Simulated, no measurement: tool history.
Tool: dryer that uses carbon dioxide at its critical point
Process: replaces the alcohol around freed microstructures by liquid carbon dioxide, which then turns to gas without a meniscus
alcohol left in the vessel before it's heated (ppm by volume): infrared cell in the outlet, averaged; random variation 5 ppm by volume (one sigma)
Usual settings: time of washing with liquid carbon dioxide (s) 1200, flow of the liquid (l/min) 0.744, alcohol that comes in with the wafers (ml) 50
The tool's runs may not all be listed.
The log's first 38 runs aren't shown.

run	day	time of washing with liquid carbon dioxide (s)	flow of the liquid (l/min)	alcohol that comes in with the wafers (ml)	hours of work since the filter was changed	hours of work since the purifier's bed was changed	alcohol left in the vessel before it's heated (ppm by volume)
39	12.458	1200	1.144	93	63	251	41
40	12.642	780	1.144	57	65	253	91
41	12.862	1800	0.776	26	67	256	37
42	13.158	1140	0.723	64	70	259	113
43	13.542	780	0.744	20	74	263	191
44	13.871	1260	0.834	20	78	266	54
45	14.162	1260	0.834	20	81	269	35
46	14.479	1200	0.744	109	84	273	130
47	14.696	1620	0.508	50	86	275	101
48	15.142	1620	0.508	21	91	280	71

Forecast each of these 3 alternatives for the next run:
A	15.458	1140	0.744	21	94	283	?
B	15.458	840	0.744	50	94	283	?
C	15.458	1620	0.923	21	94	283	?

run	alcohol left in the vessel before it's heated (ppm by volume)
A	66
B	325
C	47
Without the tool's hidden state the same runs would have given:
run	alcohol left in the vessel before it's heated (ppm by volume)
A	27
B	270
C	11

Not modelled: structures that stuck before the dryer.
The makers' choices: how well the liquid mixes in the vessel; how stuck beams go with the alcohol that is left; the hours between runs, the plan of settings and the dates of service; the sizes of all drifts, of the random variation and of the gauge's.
